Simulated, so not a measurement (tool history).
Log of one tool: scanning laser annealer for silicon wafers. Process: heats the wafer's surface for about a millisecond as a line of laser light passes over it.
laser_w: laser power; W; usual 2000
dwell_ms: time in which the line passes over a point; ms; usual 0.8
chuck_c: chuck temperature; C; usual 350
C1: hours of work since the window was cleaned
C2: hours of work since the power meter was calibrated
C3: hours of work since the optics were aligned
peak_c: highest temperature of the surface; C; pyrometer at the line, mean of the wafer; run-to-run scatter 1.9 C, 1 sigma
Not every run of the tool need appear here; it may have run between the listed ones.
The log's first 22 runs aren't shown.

{"run": 23, "hour": 381.5, "laser_w": 2000, "dwell_ms": 0.873, "chuck_c": 350, "C1": 463, "C2": 466, "C3": 527, "peak_c": 1152}
{"run": 24, "hour": 403.0, "laser_w": 1822, "dwell_ms": 0.906, "chuck_c": 370, "C1": 474, "C2": 477, "C3": 537, "peak_c": 1105}
{"run": 25, "hour": 413.1, "laser_w": 1719, "dwell_ms": 0.62, "chuck_c": 355, "C1": 479, "C2": 481, "C3": 542, "peak_c": 924}
{"run": 26, "hour": 436.3, "laser_w": 1719, "dwell_ms": 0.62, "chuck_c": 355, "C1": 490, "C2": 493, "C3": 553, "peak_c": 925}
{"run": 27, "hour": 456.1, "laser_w": 1788, "dwell_ms": 0.8, "chuck_c": 314, "C1": 500, "C2": 503, "C3": 563, "peak_c": 988}
{"run": 28, "hour": 471.6, "laser_w": 1788, "dwell_ms": 0.8, "chuck_c": 314, "C1": 508, "C2": 510, "C3": 571, "peak_c": 989}
{"run": 29, "hour": 489.4, "laser_w": 1788, "dwell_ms": 0.8, "chuck_c": 314, "C1": 516, "C2": 519, "C3": 580, "peak_c": 988}
{"run": 30, "hour": 504.2, "laser_w": 1988, "dwell_ms": 0.874, "chuck_c": 310, "C1": 524, "C2": 526, "C3": 587, "peak_c": 1103}
{"run": 31, "hour": 517.3, "laser_w": 2000, "dwell_ms": 0.8, "chuck_c": 382, "C1": 530, "C2": 533, "C3": 593, "peak_c": 1145}
{"run": 32, "hour": 538.5, "laser_w": 1864, "dwell_ms": 0.788, "chuck_c": 382, "C1": 541, "C2": 543, "C3": 604, "peak_c": 1079}
{"run": 33, "hour": 553.9, "laser_w": 2013, "dwell_ms": 0.858, "chuck_c": 343, "C1": 548, "C2": 551, "C3": 611, "peak_c": 1135}
{"run": 34, "hour": 569.4, "laser_w": 2054, "dwell_ms": 0.79, "chuck_c": 351, "C1": 556, "C2": 558, "C3": 619, "peak_c": 1126}
{"run": 35, "hour": 593.2, "laser_w": 2054, "dwell_ms": 0.79, "chuck_c": 351, "C1": 568, "C2": 570, "C3": 631, "peak_c": 1130}
{"run": 36, "hour": 616.8, "laser_w": 2000, "dwell_ms": 0.643, "chuck_c": 361, "C1": 579, "C2": 582, "C3": 642, "peak_c": 1043}

Forecast each of these 4 alternatives for the next run:
{"run": "A", "hour": 628.8, "laser_w": 2101, "dwell_ms": 0.643, "chuck_c": 361, "C1": 585, "C2": 588, "C3": 648, "peak_c": "?"}
{"run": "B", "hour": 628.8, "laser_w": 2000, "dwell_ms": 0.828, "chuck_c": 361, "C1": 585, "C2": 588, "C3": 648, "peak_c": "?"}
{"run": "C", "hour": 628.8, "laser_w": 1887, "dwell_ms": 0.92, "chuck_c": 332, "C1": 585, "C2": 588, "C3": 648, "peak_c": "?"}
{"run": "D", "hour": 628.8, "laser_w": 2138, "dwell_ms": 0.8, "chuck_c": 350, "C1": 585, "C2": 588, "C3": 648, "peak_c": "?"}

run=A peak_c=1079
run=B peak_c=1129
run=C peak_c=1093
run=D peak_c=1170
With no hidden state in the tool, these same runs would have given:
run=A peak_c=1127
run=B peak_c=1181
run=C peak_c=1144
run=D peak_c=1225
